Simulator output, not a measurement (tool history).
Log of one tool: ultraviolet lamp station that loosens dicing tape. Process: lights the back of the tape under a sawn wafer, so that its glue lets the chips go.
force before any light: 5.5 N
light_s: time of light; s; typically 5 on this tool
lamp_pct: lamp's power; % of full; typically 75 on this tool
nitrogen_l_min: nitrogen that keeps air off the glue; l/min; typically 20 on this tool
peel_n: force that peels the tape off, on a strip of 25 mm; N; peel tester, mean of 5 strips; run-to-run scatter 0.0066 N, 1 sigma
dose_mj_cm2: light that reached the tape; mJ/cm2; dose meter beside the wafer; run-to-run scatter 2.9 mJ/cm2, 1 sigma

Run 1, hour 0: usual settings. Result: peel_n 0.482 N, dose_mj_cm2 308 mJ/cm2.
Run 2, hour 68.3: usual settings but nitrogen_l_min 38 l/min. Result: peel_n 0.409 N, dose_mj_cm2 297 mJ/cm2.
Run 3, hour 133.4: usual settings but nitrogen_l_min 27 l/min. Result: peel_n 0.515 N, dose_mj_cm2 285 mJ/cm2.
Run 4, hour 189.7: usual settings but nitrogen_l_min 27 l/min. Result: peel_n 0.539 N, dose_mj_cm2 275 mJ/cm2.
Run 5, hour 257.5: usual settings but nitrogen_l_min 27 l/min. Result: peel_n 0.584 N, dose_mj_cm2 262 mJ/cm2.
Run 6, hour 336.1: usual settings but nitrogen_l_min 27 l/min. Result: peel_n 0.649 N, dose_mj_cm2 250 mJ/cm2.
Run 7, hour 387.7: usual settings but lamp_pct 79 % of full, nitrogen_l_min 7 l/min. Result: peel_n 1.19 N, dose_mj_cm2 251 mJ/cm2.
Run 8, hour 453.1: usual settings but light_s 4 s, lamp_pct 72 % of full, nitrogen_l_min 10 l/min. Result: peel_n 1.662 N, dose_mj_cm2 180 mJ/cm2.
At hour 495.1: window cleaned of glue's vapour.
At hour 507.9: lamp changed.
Run 9, hour 509.8: usual settings but light_s 4 s, lamp_pct 72 % of full, nitrogen_l_min 10 l/min. Result: peel_n 0.67 N, dose_mj_cm2 324 mJ/cm2.
Run 10, hour 546.2: usual settings but nitrogen_l_min 13 l/min. Result: peel_n 0.334 N, dose_mj_cm2 410 mJ/cm2.
Run 11, hour 628.2: usual settings but light_s 6 s, lamp_pct 79 % of full. Result: peel_n 0.15 N, dose_mj_cm2 496 mJ/cm2.

What if the next run were any one of these 5? Each begins from the tool's condition after run 11:
Run A, hour 694.3: usual settings but light_s 2 s. Result: peel_n ?, dose_mj_cm2 ?.
Run B, hour 694.3: usual settings. Result: peel_n ?, dose_mj_cm2 ?.
Run C, hour 694.3: usual settings but light_s 8 s, lamp_pct 76 % of full. Result: peel_n ?, dose_mj_cm2 ?.
Run D, hour 694.3: usual settings but light_s 8 s, lamp_pct 98 % of full. Result: peel_n ?, dose_mj_cm2 ?.
Run E, hour 694.3: usual settings but light_s 6 s, lamp_pct 88 % of full, nitrogen_l_min 11 l/min. Result: peel_n ?, dose_mj_cm2 ?.

run  peel_n  dose_mj_cm2
  A   1.666          147
  B   0.303          382
  C   0.093          618
  D   0.057          799
  E   0.185          536
With the hidden condition removed and each run's random variation left untouched, the same runs would have given:
run  peel_n  dose_mj_cm2
  A   1.423          167
  B   0.224          432
  C   0.077          699
  D   0.053          904
  E   0.138          606
